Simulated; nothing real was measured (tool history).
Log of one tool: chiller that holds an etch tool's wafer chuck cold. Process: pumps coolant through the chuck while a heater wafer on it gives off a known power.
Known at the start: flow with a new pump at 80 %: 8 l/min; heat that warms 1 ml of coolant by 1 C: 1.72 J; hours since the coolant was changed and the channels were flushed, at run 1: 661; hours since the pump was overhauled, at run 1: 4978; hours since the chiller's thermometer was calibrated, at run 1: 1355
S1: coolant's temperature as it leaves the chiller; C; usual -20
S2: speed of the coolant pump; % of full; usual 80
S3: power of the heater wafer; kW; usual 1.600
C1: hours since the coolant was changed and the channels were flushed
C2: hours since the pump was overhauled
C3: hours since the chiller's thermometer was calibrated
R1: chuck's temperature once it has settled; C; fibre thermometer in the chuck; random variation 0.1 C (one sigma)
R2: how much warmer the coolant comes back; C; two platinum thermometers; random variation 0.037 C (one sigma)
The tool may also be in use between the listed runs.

run	hour	S1	S2	S3	C1	C2	C3	R1	R2
1	0.0	-20	80	1.600	661	4978	1355	-8.6	7.02
2	158.5	-20	80	1.041	820	5137	1513	-12.5	4.52
3	370.4	-20	80	1.041	1032	5349	1725	-12.4	4.52
4	583.1	-20	80	1.041	1245	5561	1938	-12.4	4.46
5	797.7	-20	80	1.041	1459	5776	2152	-12.4	4.58
6	900.3	-20	80	1.600	1562	5879	2255	-8.4	6.92
7	1121.0	-20	80	1.600	1782	6099	2475	-8.5	6.98
# hour 1247.4: coolant pump overhauled
8	1248.6	-20	80	1.600	1905	1	2598	-8.5	6.98
9	1439.8	-20	80	1.600	2096	192	2789	-8.3	6.93
10	1598.5	-20	71	1.600	2255	351	2948	-7.0	7.79
11	1693.3	-20	71	1.600	2350	446	3043	-7.0	7.80
12	1791.4	-20	71	1.600	2448	544	3141	-7.0	7.82
# hour 1882.6: coolant changed, channels flushed
13	1978.9	-20	81	1.857	96	726	3322	-6.7	8.03
14	2129.4	-11	80	1.403	247	876	3473	-1.0	6.11
15	2293.4	-13	84	1.600	411	1040	3637	-1.9	6.68
16	2392.0	-11	83	1.600	509	1139	3736	0.3	6.73
17	2482.7	-23	80	2.257	600	1229	3826	-6.5	9.88
18	2688.6	-23	80	2.257	806	1435	4032	-6.7	9.84
19	2837.1	-23	80	2.257	955	1584	4181	-6.7	9.83
20	2928.2	-26	80	2.385	1046	1675	4272	-8.7	10.39
21	3037.3	-26	80	2.385	1155	1784	4381	-8.7	10.42

4 ways to go on from here, each from the tool as it stands after run 21. What would each give?
A	3198.1	-28	80	0.836	1316	1945	4542	?	?
B	3198.1	-24	73	1.600	1316	1945	4542	?	?
C	3198.1	-20	80	1.600	1316	1945	4542	?	?
D	3198.1	-12	80	1.773	1316	1945	4542	?	?

run	R1	R2
A	-22.1	3.70
B	-11.4	7.57
C	-8.5	7.03
D	0.8	7.71
Without the tool's hidden state the same runs would have given:
run	R1	R2
A	-22.1	3.70
B	-11.4	7.56
C	-8.5	7.02
D	0.8	7.70

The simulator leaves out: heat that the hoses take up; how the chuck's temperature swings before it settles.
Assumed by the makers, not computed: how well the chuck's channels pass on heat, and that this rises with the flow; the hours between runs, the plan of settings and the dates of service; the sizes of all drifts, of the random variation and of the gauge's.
